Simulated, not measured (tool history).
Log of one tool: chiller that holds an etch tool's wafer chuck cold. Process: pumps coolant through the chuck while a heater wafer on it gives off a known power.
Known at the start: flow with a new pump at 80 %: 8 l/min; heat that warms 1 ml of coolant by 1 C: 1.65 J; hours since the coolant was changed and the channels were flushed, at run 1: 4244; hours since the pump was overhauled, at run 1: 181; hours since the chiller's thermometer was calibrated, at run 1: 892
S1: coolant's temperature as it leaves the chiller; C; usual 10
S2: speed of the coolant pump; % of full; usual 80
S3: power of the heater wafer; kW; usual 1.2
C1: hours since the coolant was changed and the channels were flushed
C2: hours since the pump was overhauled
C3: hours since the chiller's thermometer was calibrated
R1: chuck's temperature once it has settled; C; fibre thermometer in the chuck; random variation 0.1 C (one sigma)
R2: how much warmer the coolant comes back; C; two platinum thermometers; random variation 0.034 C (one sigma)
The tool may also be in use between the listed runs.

Run 1, day 0: usual settings; C1 4244; C2 181; C3 892. Result: R1 21.9 C, R2 5.46 C.
Run 2, day 2.333: usual settings but S1 17 C; C1 4300; C2 237; C3 948. Result: R1 29 C, R2 5.53 C.
Run 3, day 4.904: usual settings but S1 17 C, S3 1.549 kW; C1 4362; C2 299; C3 1010. Result: R1 32.6 C, R2 7.11 C.
Run 4, day 7.908: usual settings but S3 0.605 kW; C1 4434; C2 371; C3 1082. Result: R1 16 C, R2 2.76 C.
Run 5, day 10.092: usual settings but S3 0.605 kW; C1 4487; C2 423; C3 1134. Result: R1 16.3 C, R2 2.84 C.
Run 6, day 12.858: usual settings; C1 4553; C2 489; C3 1201. Result: R1 22.1 C, R2 5.51 C.
Run 7, day 14.679: usual settings; C1 4597; C2 533; C3 1244. Result: R1 22.3 C, R2 5.53 C.
Run 8, day 15.962: usual settings; C1 4628; C2 564; C3 1275. Result: R1 22.1 C, R2 5.5 C.
Run 9, day 18.292: usual settings; C1 4683; C2 620; C3 1331. Result: R1 22.4 C, R2 5.52 C.
Run 10, day 20.575: usual settings; C1 4738; C2 675; C3 1386. Result: R1 22.2 C, R2 5.47 C.
Run 11, day 23.058: usual settings; C1 4798; C2 734; C3 1445. Result: R1 22.3 C, R2 5.46 C.
Run 12, day 25.808: usual settings; C1 4864; C2 800; C3 1511. Result: R1 22.3 C, R2 5.54 C.
Run 13, day 28.638: usual settings; C1 4932; C2 868; C3 1579. Result: R1 22.5 C, R2 5.56 C.
Run 14, day 31.246: usual settings; C1 4994; C2 931; C3 1642. Result: R1 22.5 C, R2 5.55 C.
Run 15, day 32.588: usual settings; C1 5027; C2 963; C3 1674. Result: R1 22.2 C, R2 5.5 C.
Run 16, day 34.992: usual settings; C1 5084; C2 1021; C3 1732. Result: R1 22.5 C, R2 5.57 C.
At day 35.292: chiller's thermometer calibrated.
Run 17, day 37.383: usual settings but S1 7 C, S2 82 % of full, S3 1.167 kW; C1 5141; C2 1077; C3 50. Result: R1 18.9 C, R2 5.26 C.
Run 18, day 39.158: usual settings but S1 15 C, S3 1.349 kW; C1 5183; C2 1120; C3 93. Result: R1 29.4 C, R2 6.14 C.
Run 19, day 41.65: usual settings but S1 11 C, S2 76 % of full, S3 1.673 kW; C1 5243; C2 1179; C3 153. Result: R1 29.1 C, R2 8.17 C.
At day 42.262: chiller's thermometer calibrated, once more.
Run 20, day 43.325: usual settings but S1 11 C, S2 76 % of full, S3 1.673 kW; C1 5282; C2 1219; C3 25. Result: R1 29.3 C, R2 8.11 C.
Run 21, day 44.717: usual settings but S1 2 C, S2 69 % of full, S3 1.673 kW; C1 5316; C2 1252; C3 59. Result: R1 21.8 C, R2 9.13 C.
Run 22, day 46.212: usual settings but S2 74 % of full; C1 5352; C2 1288; C3 95. Result: R1 23.3 C, R2 6.05 C.
Run 23, day 47.721: usual settings but S1 11 C, S2 60 % of full, S3 1.43 kW; C1 5388; C2 1324; C3 131. Result: R1 30.4 C, R2 9.18 C.
Run 24, day 49.312: usual settings but S2 83 % of full, S3 0.778 kW; C1 5426; C2 1362; C3 169. Result: R1 18.1 C, R2 3.44 C.
Run 25, day 50.592: usual settings but S2 83 % of full, S3 0.778 kW; C1 5457; C2 1393; C3 200. Result: R1 18 C, R2 3.47 C.
Run 26, day 53.467: usual settings but S1 17 C, S2 95 % of full, S3 0.824 kW; C1 5526; C2 1462; C3 269. Result: R1 24.5 C, R2 3.14 C.
Run 27, day 56.571: usual settings but S1 9 C, S2 78 % of full, S3 0.754 kW; C1 5600; C2 1537; C3 343. Result: R1 17.2 C, R2 3.58 C.
Run 28, day 59.25: usual settings but S1 9 C, S2 78 % of full, S3 0.754 kW; C1 5664; C2 1601; C3 408. Result: R1 17.1 C, R2 3.53 C.
Run 29, day 61.062: usual settings but S1 18 C, S2 98 % of full, S3 0.983 kW; C1 5708; C2 1644; C3 451. Result: R1 26.7 C, R2 3.61 C.
Run 30, day 62.788: usual settings but S1 18 C, S2 98 % of full, S3 0.983 kW; C1 5749; C2 1686; C3 493. Result: R1 26.8 C, R2 3.6 C.
Run 31, day 65.862: usual settings but S1 17 C, S3 1.047 kW; C1 5823; C2 1760; C3 566. Result: R1 28.1 C, R2 4.87 C.

5 ways to go on from here, each from the tool as it stands after run 31. What would each give?
Run A, day 68.275: usual settings but S2 100 % of full, S3 0.96 kW; C1 5881; C2 1818; C3 624. Result: R1 ?, R2 ?.
Run B, day 68.275: usual settings but S1 17 C, S3 1.34 kW; C1 5881; C2 1818; C3 624. Result: R1 ?, R2 ?.
Run C, day 68.275: usual settings but S1 3 C, S3 1.082 kW; C1 5881; C2 1818; C3 624. Result: R1 ?, R2 ?.
Run D, day 68.275: usual settings but S1 9 C, S2 82 % of full, S3 0.737 kW; C1 5881; C2 1818; C3 624. Result: R1 ?, R2 ?.
Run E, day 68.275: usual settings but S2 76 % of full; C1 5881; C2 1818; C3 624. Result: R1 ?, R2 ?.

run    R1    R2
  A  18.5  3.41
  B  31.5  6.24
  C  14.8  4.98
  D  16.8  3.36
  E  23.3  5.93
Without the tool's hidden state the same runs would have given:
run    R1    R2
  A  16.9  3.35
  B  28.9  6.12
  C  12.6  4.89
  D  15.3   3.3
  E  20.8  5.82

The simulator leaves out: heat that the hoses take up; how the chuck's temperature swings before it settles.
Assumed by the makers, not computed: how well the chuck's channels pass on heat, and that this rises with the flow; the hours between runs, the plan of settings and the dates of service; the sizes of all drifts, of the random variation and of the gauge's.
